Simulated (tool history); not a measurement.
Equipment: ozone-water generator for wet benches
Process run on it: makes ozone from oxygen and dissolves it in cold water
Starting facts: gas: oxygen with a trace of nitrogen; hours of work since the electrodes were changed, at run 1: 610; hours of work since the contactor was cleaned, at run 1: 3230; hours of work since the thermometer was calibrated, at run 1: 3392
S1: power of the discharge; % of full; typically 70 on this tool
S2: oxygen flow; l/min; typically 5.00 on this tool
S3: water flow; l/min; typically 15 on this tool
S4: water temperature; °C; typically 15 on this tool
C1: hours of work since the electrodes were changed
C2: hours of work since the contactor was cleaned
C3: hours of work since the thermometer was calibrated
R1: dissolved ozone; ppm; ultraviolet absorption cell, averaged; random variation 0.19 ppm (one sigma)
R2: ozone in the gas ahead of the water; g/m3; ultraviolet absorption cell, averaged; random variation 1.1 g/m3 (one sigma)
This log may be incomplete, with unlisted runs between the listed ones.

run     day   S1    S2  S3  S4    C1    C2    C3    R1     R2
  1   0.000   70  5.00  15  15   610  3230  3392  23.9  195.4
  2   1.104   70  5.00  15  15   627  3247  3409  24.3  195.2
  3   1.821   70  5.00  19  15   638  3258  3420  20.1  195.3
  4   3.050   70  5.00  15  10   657  3277  3439  26.4  195.1
  5   3.779   70  5.00  15  10   669  3288  3451  25.8  194.4
  6   4.854   70  5.00  15  15   685  3305  3467  23.9  197.0
  7   5.792   70  2.79  15  15   700  3320  3482  21.3  237.9
  8   6.867   70  2.79  15  15   717  3336  3498  21.1  238.0
  9   8.046   70  4.28  15  15   735  3355  3517  23.6  205.0
 10   8.975   70  5.00  15  12   749  3369  3531  25.4  196.3
 11   9.533   70  4.20  15  15   758  3378  3540  23.5  207.8
 12  10.429   70  4.20  15  15   772  3391  3554  23.5  207.8
 13  11.017   74  4.20  15  15   781  3400  3563  24.3  212.7
 14  12.188   74  4.20  15  15   799  3419  3581  24.5  214.6
 15  12.717   70  5.00  15  11   807  3427  3589  25.4  195.9
 16  13.321   70  5.00  15  11   816  3436  3598  25.7  193.7
 17  14.275   70  5.00  15  11   831  3451  3613  25.8  193.7
 18  14.912   70  3.61  15  18   841  3461  3623  21.8  217.0
 19  16.050  100  7.00  12  15   859  3478  3641  36.8  219.5
 20  17.125  100  7.00  12  15   875  3495  3657  36.6  218.9
 21  18.429   69  4.63  13  15   896  3515  3678  26.2  198.3
 22  19.467   70  5.36  15  12   912  3531  3694  25.4  187.7
 23  20.729   46  5.23  10  15   931  3551  3713  23.7  141.9
 24  21.583   53  6.74  15  15   944  3564  3726  20.5  142.4
 25  22.596   84  6.74  11  15   960  3580  3742  34.0  195.5
 26  23.154   84  6.74  11  15   969  3588  3751  33.5  196.1
 27  23.750   84  8.73  11  15   978  3598  3760  33.9  180.6
 28  24.396   84  8.73  11  15   988  3608  3770  33.9  180.8
 29  25.229   50  5.00  15  15  1001  3621  3783  19.0  152.2
 30  26.512   50  5.00  15  15  1021  3640  3803  18.9  153.3
 31  27.575   70  2.56  23   9  1037  3657  3819  14.1  243.4
 32  28.754   70  2.56  23   9  1056  3675  3837  14.3  243.4
 33  29.904   86  5.00  15  14  1073  3693  3855  27.5  220.2
 34  30.592   70  5.00  14  15  1084  3704  3866  25.1  191.5

3 ways to go on from here, each from the tool as it stands after run 34. What would each give?
  A  31.888  76  5.00  16   7  1104  3724  3886   ?   ?
  B  31.888  45  5.00  18  11  1104  3724  3886   ?   ?
  C  31.888  69  5.00  11  15  1104  3724  3886   ?   ?

run    R1     R2
  A  26.8  200.6
  B  16.2  141.4
  C  29.2  189.2
Without the tool's unlogged condition, the same runs would have read:
run    R1     R2
  A  29.7  210.0
  B  17.7  145.7
  C  32.1  197.4
